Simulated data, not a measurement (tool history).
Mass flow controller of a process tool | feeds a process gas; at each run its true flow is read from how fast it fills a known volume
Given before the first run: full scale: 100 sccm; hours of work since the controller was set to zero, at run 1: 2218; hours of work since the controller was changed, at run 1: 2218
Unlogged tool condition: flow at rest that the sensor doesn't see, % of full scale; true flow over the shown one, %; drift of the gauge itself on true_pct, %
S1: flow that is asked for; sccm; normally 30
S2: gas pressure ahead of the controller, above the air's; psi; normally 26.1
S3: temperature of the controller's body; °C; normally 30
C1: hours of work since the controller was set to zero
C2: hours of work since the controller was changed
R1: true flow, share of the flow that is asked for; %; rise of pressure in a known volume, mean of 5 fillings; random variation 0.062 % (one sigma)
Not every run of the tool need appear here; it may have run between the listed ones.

run,hour,S1,S2,S3,C1,C2,R1
1,0.0,30,26.1,30,2218,2218,99.38
2,167.7,30,26.1,39,2305,2305,98.68
3,307.5,30,26.1,24,2377,2377,100.18
4,533.0,30,26.4,24,2494,2494,100.01
5,741.6,30,26.4,24,2601,2601,100.14
6,902.3,96,26.1,30,2685,2685,100.05
7,1109.9,96,26.1,30,2792,2792,100.10
8,1287.4,96,26.1,30,2883,2883,100.31
9,1518.9,30,26.1,30,3003,3003,99.97
10,1664.7,30,26.1,30,3078,3078,100.15
11,1777.6,30,26.1,30,3137,3137,100.03
12,1927.1,30,26.1,34,3214,3214,99.90
13,2098.0,30,26.1,34,3302,3302,99.92
14,2265.1,30,26.1,34,3389,3389,99.94
15,2390.2,30,26.1,34,3453,3453,100.08
16,2528.3,30,31.8,37,3525,3525,99.40
17,2713.2,96,22.3,29,3620,3620,101.15
18,2924.8,96,22.3,29,3730,3730,101.18
19,3057.9,96,22.3,29,3798,3798,101.32
20,3271.9,54,33.9,22,3909,3909,101.04
21,3483.0,22,33.9,30,4018,4018,100.34
22,3607.4,22,33.9,30,4082,4082,100.41
23,3734.4,30,25.5,24,4148,4148,101.43
24,3869.3,30,26.1,26,4218,4218,101.35
25,4052.2,29,22.3,30,4312,4312,101.21
26,4261.3,51,26.1,29,4420,4420,101.31
27,4378.6,51,26.1,29,4481,4481,101.40
# hour 4406.6: gauge calibrated
28,4497.6,12,27.7,28,4542,4542,99.48
29,4621.2,87,26.1,38,4606,4606,99.04

Each row is a separate what-if for the run after 29, all from the same tool condition, not one after another. Results?
A,4778.6,23,26.1,38,4687,4687,?
B,4778.6,21,24.9,28,4687,4687,?
C,4778.6,87,25.1,32,4687,4687,?
D,4778.6,87,34.1,29,4687,4687,?

run,R1
A,98.73
B,99.73
C,99.59
D,99.35
Had the tool no hidden state, the same runs would have come out as:
run,R1
A,98.57
B,99.56
C,99.44
D,99.20
